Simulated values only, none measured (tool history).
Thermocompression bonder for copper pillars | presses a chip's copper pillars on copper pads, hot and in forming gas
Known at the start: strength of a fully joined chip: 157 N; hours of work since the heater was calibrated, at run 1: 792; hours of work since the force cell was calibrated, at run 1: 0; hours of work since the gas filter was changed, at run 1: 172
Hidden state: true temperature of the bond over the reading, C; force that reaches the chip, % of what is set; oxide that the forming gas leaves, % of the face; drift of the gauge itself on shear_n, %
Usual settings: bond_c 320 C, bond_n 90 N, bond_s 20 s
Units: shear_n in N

run    hour  bond_c  bond_n  bond_s  hours of work since the heater was calibrated  hours of work since the force cell was calibrated  hours of work since the gas filter was changed  shear_n
  1     0.0     320      90      20                                            792                                                  0                                             172     69.4
  2    89.6     320     100      20                                            852                                                 61                                             233     76.7
  3   160.4     320     100      20                                            900                                                109                                             281     76.7
  4   219.9     320     100      20                                            941                                                149                                             321     76.3
      251.4  -- forming gas filter changed
  5   271.0     320     100      20                                            975                                                183                                              13     82.3
  6   350.7     338     100      20                                           1029                                                237                                              67     98.2
  7   408.1     338     100      20                                           1068                                                276                                             106     97.8
  8   457.1     338     100      20                                           1101                                                310                                             139     97.2
  9   531.3     338     100      20                                           1152                                                360                                             190     98.0
      585.5  -- heater calibrated with a thermocouple chip
 10   617.5     320      90      54                                             22                                                417                                             247     91.9
 11   660.0     320      90      54                                             50                                                446                                             276     94.1
 12   732.5     320      90      54                                            100                                                495                                             325     92.5
      761.7  -- forming gas filter changed
 13   793.9     320      90      50                                            141                                                536                                              22     96.1
 14   880.9     320      90      56                                            200                                                595                                              81     98.7
 15   962.6     320      90      56                                            255                                                650                                             136     98.5
 16  1035.7     320      90      56                                            305                                                700                                             186     97.8
 17  1104.2     320      90      56                                            351                                                746                                             232     96.6
 18  1175.9     320      90      56                                            400                                                795                                             281     95.7
     1181.4  -- force cell calibrated
 19  1251.7     320      90      56                                            450                                                 48                                             331     97.3
     1268.8  -- forming gas filter changed
 20  1327.2     320      90      56                                            501                                                 99                                              40    103.0
 21  1378.9     320     107      30                                            536                                                134                                              75     99.5
 22  1420.7     325      60      53                                            564                                                162                                             103     76.1
 23  1458.2     340      90      12                                            590                                                187                                             128     77.8
     1542.0  -- force cell calibrated, once more
 24  1542.0     320      57      20                                            646                                                  0                                             184     42.0
 25  1616.6     324      90      13                                            696                                                 51                                             235     64.1
 26  1696.9     315      96      28                                            751                                                105                                             289     77.8
 27  1760.3     320     123      10                                            794                                                148                                             332     74.0
     1777.5  -- forming gas filter changed
 28  1844.0     349      94      20                                            850                                                204                                              45    103.5
 29  1909.0     339     130      29                                            894                                                248                                              89    130.2
 30  1949.8     320      90      24                                            922                                                276                                             117     78.4
 31  2034.0     341      71      16                                            979                                                333                                             174     67.6
 32  2082.7     345     106      55                                           1012                                                366                                             207    132.2
 33  2163.2     295     106      17                                           1066                                                421                                             261     57.4
 34  2232.4     320      90      16                                           1113                                                468                                             308     66.6
     2284.0  -- forming gas filter changed
 35  2289.1     344      90      20                                           1151                                                506                                               3     98.6
     2340.7  -- heater calibrated with a thermocouple chip
 36  2363.1     316      90      20                                             15                                                554                                              52     65.6
 37  2418.1     316      90      20                                             52                                                592                                              89     65.9
 38  2468.4     316      90      20                                             87                                                626                                             124     66.7
 39  2543.3     315      90      19                                            137                                                677                                             174     63.3
 40  2603.7     340     100      44                                            178                                                718                                             215    115.1

Hidden state or all else? Some run-to-run changes of shear_n, split into what the settings, what came in and random variation would give without the hidden state, and what is left for the hidden state (with any gauge scatter that isn't in both results):
Run 12 -> 13: bond_s 54 -> 50, forming gas filter changed. shear_n +3.6 N: hidden state +5.8, all else -2.2.
Run 19 -> 20: forming gas filter changed. shear_n +5.7 N: hidden state +6.5, all else -0.8.
Run 31 -> 32: bond_c 341 -> 345, bond_n 71 -> 106, bond_s 16 -> 55. shear_n +64.6 N: hidden state -3.8, all else +68.4.
Run 32 -> 33: bond_c 345 -> 295, bond_s 55 -> 17. shear_n -74.8 N: hidden state +3.8, all else -78.6.
Run 35 -> 36: bond_c 344 -> 316, heater calibrated with a thermocouple chip. shear_n -33.0 N: hidden state -6.7, all else -26.3.
Run 39 -> 40: bond_c 315 -> 340, bond_n 90 -> 100, bond_s 19 -> 44. shear_n +51.8 N: hidden state -2.4, all else +54.2.
